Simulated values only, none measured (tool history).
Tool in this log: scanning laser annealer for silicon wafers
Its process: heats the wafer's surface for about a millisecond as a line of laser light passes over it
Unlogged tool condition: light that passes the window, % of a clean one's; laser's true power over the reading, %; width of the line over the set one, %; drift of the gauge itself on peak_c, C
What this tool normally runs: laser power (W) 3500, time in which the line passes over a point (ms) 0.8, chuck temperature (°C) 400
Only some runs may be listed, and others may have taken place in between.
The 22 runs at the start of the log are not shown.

run     day  laser power (W)  time in which the line passes over a point (ms)  chuck temperature (°C)  hours of work since the window was cleaned  hours of work since the power meter was calibrated  hours of work since the optics were aligned  highest temperature of the surface (°C)
      8.817  -- window over the wafer cleaned
 23   9.342             3500                                              0.8                     438                                           9                                                 489                                          389                                     1137
 24    9.75             3590                                            0.652                     438                                          15                                                 496                                          396                                     1083
 25  10.217             3590                                            0.652                     438                                          23                                                 504                                          403                                     1081
 26  10.462             3201                                              0.8                     400                                          27                                                 508                                          407                                     1023
 27  10.983             3201                                              0.8                     400                                          36                                                 516                                          416                                     1023
       11.3  -- window over the wafer cleaned, once more
 28  11.333             3201                                              0.8                     400                                           1                                                 520                                          420                                     1066
 29  11.746             3600                                            0.704                     417                                           7                                                 527                                          427                                     1136
 30  12.333             3500                                              0.8                     437                                          17                                                 537                                          437                                     1179
 31  12.604             3760                                            0.673                     410                                          21                                                 541                                          441                                     1150
 32  12.875             3760                                            0.673                     410                                          26                                                 546                                          445                                     1149
 33  13.212             3444                                            0.673                     378                                          31                                                 551                                          451                                     1038
 34  13.492             3500                                             0.61                     414                                          36                                                 556                                          456                                     1055
 35  13.804             3415                                            0.618                     384                                          41                                                 561                                          461                                     1005
 36  14.358             3637                                            0.851                     426                                          50                                                 570                                          470                                     1235
 37  14.825             3063                                              0.8                     367                                          58                                                 578                                          477                                      991

Run 38 has not been measured yet. What should we expect?
 38  15.338             3039                                              0.8                     400                                          66                                                 586                                          486                                        ?

Run 38 came out at highest temperature of the surface (°C) 1019.
Minus the tool's unlogged condition, the same run would have read highest temperature of the surface (°C) 1033.
